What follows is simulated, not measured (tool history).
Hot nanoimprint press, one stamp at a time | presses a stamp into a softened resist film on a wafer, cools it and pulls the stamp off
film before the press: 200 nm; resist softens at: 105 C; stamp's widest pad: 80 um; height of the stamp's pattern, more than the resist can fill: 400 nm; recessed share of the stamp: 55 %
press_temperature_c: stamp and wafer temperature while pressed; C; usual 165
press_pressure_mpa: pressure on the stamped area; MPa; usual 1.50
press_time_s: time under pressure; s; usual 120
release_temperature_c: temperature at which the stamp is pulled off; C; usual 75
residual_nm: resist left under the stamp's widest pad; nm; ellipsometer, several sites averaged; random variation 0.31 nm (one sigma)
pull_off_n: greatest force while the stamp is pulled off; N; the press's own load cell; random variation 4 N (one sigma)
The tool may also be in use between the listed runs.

run	hour	press_temperature_c	press_pressure_mpa	press_time_s	release_temperature_c	residual_nm	pull_off_n
1	0.0	165	1.50	120	75	82.3	224
2	38.5	171	1.50	120	75	65.6	235
3	84.4	165	1.50	120	75	82.0	244
4	117.5	165	1.50	120	75	81.4	242
5	165.5	165	1.50	120	75	80.7	249
6	199.9	165	1.50	120	75	80.2	257
7	242.8	165	1.50	120	75	80.0	270
8	274.5	165	2.11	120	75	67.4	275
9	320.0	165	2.11	120	75	66.9	273
10	373.4	165	2.11	120	75	65.1	275
11	426.0	165	1.50	120	72	78.1	241
12	461.1	165	1.50	120	72	77.9	237
13	486.5	165	1.50	120	72	77.9	243
14	534.3	165	1.50	120	72	77.7	248
15	573.4	165	1.50	120	75	77.7	249
16	620.5	165	1.50	120	75	76.7	246
17	677.7	165	1.50	120	75	76.1	260
18	720.4	156	1.50	120	75	105.7	267
19	770.8	162	1.50	143	76	79.3	257
20	802.3	162	1.50	143	76	85.7	287
21	842.0	165	1.50	120	60	82.1	308
22	866.0	167	1.40	112	77	81.1	215
23	904.6	154	1.28	135	82	124.4	194
24	953.3	155	0.98	113	68	138.9	275
25	1009.0	155	0.98	113	68	138.9	292
26	1049.9	173	1.99	62	83	67.1	216
27	1075.3	173	1.99	62	74	66.5	264
28	1129.5	166	1.33	239	82	63.0	226
29	1165.0	157	1.07	186	73	108.4	288
30	1195.4	162	1.07	186	73	89.8	294
31	1232.8	163	2.11	186	79	60.5	259

Not shown: 4 entries that the log had between the listed runs. Between which runs, and how does the tool's hidden state differ before and after?
Between runs 9 and 10: press's hydraulic seals changed and the load cell set to zero (hour 352.7)
  true temperature over the reading, C: 1.12 -> 1.23; pressure that arrives at the usual setting, %: 97.29 -> 99.63; grip of the stamp's worn release coat, % over a new coat's: 26.5 -> 30.2
  measured less the result without the state, residual_nm: -1.4 -> -2.9 nm; pull_off_n: +52 -> +58 N
Between runs 10 and 11: stamp cleaned and given a new release coat (hour 402.9)
  true temperature over the reading, C: 1.23 -> 1.35; pressure that arrives at the usual setting, %: 99.63 -> 99.53; grip of the stamp's worn release coat, % over a new coat's: 30.2 -> 1.7
  measured less the result without the state, residual_nm: -2.9 -> -3.7 nm; pull_off_n: +58 -> -2 N
Between runs 19 and 20: plate thermocouple calibrated (hour 787.8)
  true temperature over the reading, C: 2.27 -> 0.15; pressure that arrives at the usual setting, %: 98.82 -> 98.76; grip of the stamp's worn release coat, % over a new coat's: 28.4 -> 30.8
  measured less the result without the state, residual_nm: -6.5 -> +0.0 nm; pull_off_n: +47 -> +67 N
Between runs 20 and 21: stamp cleaned and given a new release coat (hour 826.0)
  true temperature over the reading, C: 0.15 -> 0.23; pressure that arrives at the usual setting, %: 98.76 -> 98.69; grip of the stamp's worn release coat, % over a new coat's: 30.8 -> 1.2
  measured less the result without the state, residual_nm: +0.0 -> -0.1 nm; pull_off_n: +67 -> +3 N
